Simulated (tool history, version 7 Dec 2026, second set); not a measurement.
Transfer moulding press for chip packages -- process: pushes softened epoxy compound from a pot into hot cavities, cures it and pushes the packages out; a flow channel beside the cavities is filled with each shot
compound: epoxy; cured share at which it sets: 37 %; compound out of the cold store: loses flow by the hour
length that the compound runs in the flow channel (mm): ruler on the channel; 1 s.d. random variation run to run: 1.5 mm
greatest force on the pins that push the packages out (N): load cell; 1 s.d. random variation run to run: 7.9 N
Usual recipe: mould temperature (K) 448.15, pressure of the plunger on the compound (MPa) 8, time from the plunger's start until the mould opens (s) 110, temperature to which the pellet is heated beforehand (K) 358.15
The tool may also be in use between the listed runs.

| run | hour | mould temperature (K) | pressure of the plunger on the compound (MPa) | time from the plunger's start until the mould opens (s) | temperature to which the pellet is heated beforehand (K) | incoming compound's hours out of the cold store | length that the compound runs in the flow channel (mm) | greatest force on the pins that push the packages out (N) |
|---|---|---|---|---|---|---|---|---|
| 1 | 0 | 448.15 | 8 | 110 | 358.15 | 18.1 | 855 | 393 |
| 2 | 10.3 | 448.15 | 8 | 110 | 358.15 | 37.9 | 770 | 374 |
| 3 | 20.1 | 448.15 | 8 | 110 | 358.15 | 28.9 | 809 | 387 |
| 4 | 26.4 | 448.15 | 8 | 110 | 358.15 | 33.4 | 788 | 385 |
| 5 | 33.9 | 448.15 | 8 | 102 | 358.15 | 11.4 | 888 | 454 |
| 6 | 40.6 | 452.15 | 8 | 110 | 358.15 | 26.1 | 808 | 338 |
| 7 | 46.9 | 452.15 | 8.1 | 110 | 358.15 | 31 | 793 | 348 |
| 8 | 52 | 454.15 | 8 | 110 | 358.15 | 40.1 | 749 | 341 |
| 9 | 60.8 | 454.15 | 8 | 110 | 358.15 | 24.4 | 812 | 347 |
| 10 | 67.2 | 445.15 | 8 | 93 | 358.15 | 31.2 | 805 | 620 |
| 11 | 74.2 | 441.15 | 7.69 | 117 | 358.15 | 28.5 | 813 | 537 |

Alternative continuations, all from the tool just after run 11; predict every row:
| A | 81.4 | 451.15 | 9.2 | 110 | 358.15 | 43.8 | ? | ? |
| B | 81.4 | 448.15 | 6.32 | 110 | 353.15 | 37.8 | ? | ? |
| C | 81.4 | 453.15 | 8.89 | 110 | 359.15 | 30.4 | ? | ? |
| D | 81.4 | 455.15 | 8.57 | 110 | 355.15 | 25.1 | ? | ? |
| E | 81.4 | 450.15 | 8 | 120 | 358.15 | 24.5 | ? | ? |

| run | length that the compound runs in the flow channel (mm) | greatest force on the pins that push the packages out (N) |
|---|---|---|
| A | 792 | 350 |
| B | 686 | 392 |
| C | 830 | 343 |
| D | 834 | 343 |
| E | 821 | 346 |
Stripped of hidden state, with their random variation kept, the same runs would have yielded:
| run | length that the compound runs in the flow channel (mm) | greatest force on the pins that push the packages out (N) |
|---|---|---|
| A | 793 | 344 |
| B | 687 | 386 |
| C | 831 | 337 |
| D | 835 | 337 |
| E | 822 | 341 |
